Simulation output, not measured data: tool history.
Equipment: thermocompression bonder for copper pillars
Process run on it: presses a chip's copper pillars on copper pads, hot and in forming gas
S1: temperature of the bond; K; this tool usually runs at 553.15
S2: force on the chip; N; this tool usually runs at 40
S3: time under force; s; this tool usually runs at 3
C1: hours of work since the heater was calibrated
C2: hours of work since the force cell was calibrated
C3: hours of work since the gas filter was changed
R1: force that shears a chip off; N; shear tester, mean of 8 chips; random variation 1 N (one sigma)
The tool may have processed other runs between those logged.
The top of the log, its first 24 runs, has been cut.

run 25 hour=943.8 | S1=540.15 S2=33 S3=2 | C1=181 C2=804 C3=107 | R1=57.5
run 26 hour=984.5 | S1=580.15 S2=27 S3=2 | C1=211 C2=834 C3=136 | R1=86.3
run 27 hour=1020 | S1=580.15 S2=27 S3=2 | C1=236 C2=859 C3=162 | R1=87.5
-- hour=1037.3 forming gas filter changed
run 28 hour=1069.9 | S1=555.15 S2=40 S3=5 | C1=272 C2=895 C3=24 | R1=103.1
run 29 hour=1116 | S1=553.15 S2=49 S3=3 | C1=305 C2=928 C3=57 | R1=95.9
run 30 hour=1152.9 | S1=553.15 S2=49 S3=5 | C1=332 C2=955 C3=84 | R1=107
run 31 hour=1179.7 | S1=553.15 S2=33 S3=4 | C1=351 C2=974 C3=103 | R1=86.7
-- hour=1197.3 force cell calibrated
run 32 hour=1226.5 | S1=582.15 S2=42 S3=3 | C1=384 C2=21 C3=136 | R1=116

5 options for the next run, each taken on its own from the tool as it stands now. Forecast them:
run A hour=1250.2 | S1=573.15 S2=25 S3=3 | C1=401 C2=38 C3=153 | R1=?
run B hour=1250.2 | S1=535.15 S2=33 S3=7 | C1=401 C2=38 C3=153 | R1=?
run C hour=1250.2 | S1=567.15 S2=42 S3=2 | C1=401 C2=38 C3=153 | R1=?
run D hour=1250.2 | S1=540.15 S2=24 S3=3 | C1=401 C2=38 C3=153 | R1=?
run E hour=1250.2 | S1=558.15 S2=44 S3=5 | C1=401 C2=38 C3=153 | R1=?

run=A R1=91
run=B R1=83.9
run=C R1=95.6
run=D R1=57.2
run=E R1=107
Take away the tool's hidden state, keep each run's random variation, and the runs would have read:
run=A R1=89.9
run=B R1=82
run=C R1=94.7
run=D R1=55.1
run=E R1=107

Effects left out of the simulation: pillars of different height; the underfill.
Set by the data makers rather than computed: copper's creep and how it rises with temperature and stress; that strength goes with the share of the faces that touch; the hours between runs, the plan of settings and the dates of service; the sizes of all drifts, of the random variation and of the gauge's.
